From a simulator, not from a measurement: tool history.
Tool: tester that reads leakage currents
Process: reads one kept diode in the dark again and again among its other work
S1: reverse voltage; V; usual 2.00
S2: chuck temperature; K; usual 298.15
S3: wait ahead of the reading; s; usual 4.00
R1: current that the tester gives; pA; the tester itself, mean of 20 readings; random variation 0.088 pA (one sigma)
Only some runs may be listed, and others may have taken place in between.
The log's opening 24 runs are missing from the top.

Run 25, day 69.804: usual settings but S1 8.19 V, S2 330.15 K, S3 1.27 s. Result: R1 451.61 pA.
At day 70.129: chuck's temperature calibrated.
Run 26, day 72.362: usual settings but S1 9.62 V, S2 306.15 K, S3 0.43 s. Result: R1 114.29 pA.
Run 27, day 74.629: usual settings but S1 1.73 V, S2 315.15 K, S3 2.90 s. Result: R1 76.49 pA.
Run 28, day 78.679: usual settings but S1 5.03 V, S2 318.15 K, S3 0.32 s. Result: R1 170.42 pA.
Run 29, day 81.875: usual settings but S1 1.35 V, S2 316.15 K. Result: R1 71.47 pA.
Run 30, day 84.388: usual settings but S1 1.35 V, S2 316.15 K. Result: R1 71.28 pA.
Run 31, day 87.167: usual settings but S1 1.35 V, S2 316.15 K. Result: R1 71.41 pA.
At day 89.496: chuck's temperature calibrated, once more.
Run 32, day 90.233: usual settings but S1 5.40 V, S2 294.15 K, S3 5.64 s. Result: R1 34.17 pA.
Run 33, day 93.988: usual settings but S1 16.48 V. Result: R1 87.35 pA.
Run 34, day 96.625: usual settings but S1 10.04 V, S3 1.04 s. Result: R1 65.38 pA.
Run 35, day 98.917: usual settings but S1 1.53 V, S3 0.79 s. Result: R1 21.53 pA.

What does the tool deliver on the next run?
Run 36, day 102.267: usual settings but S1 11.38 V, S2 307.15 K, S3 1.29 s. Result: R1 ?.

{"run 36": {"R1": 125.98}}
Had the tool carried no hidden state, the very same run would have given R1 119.86 pA.
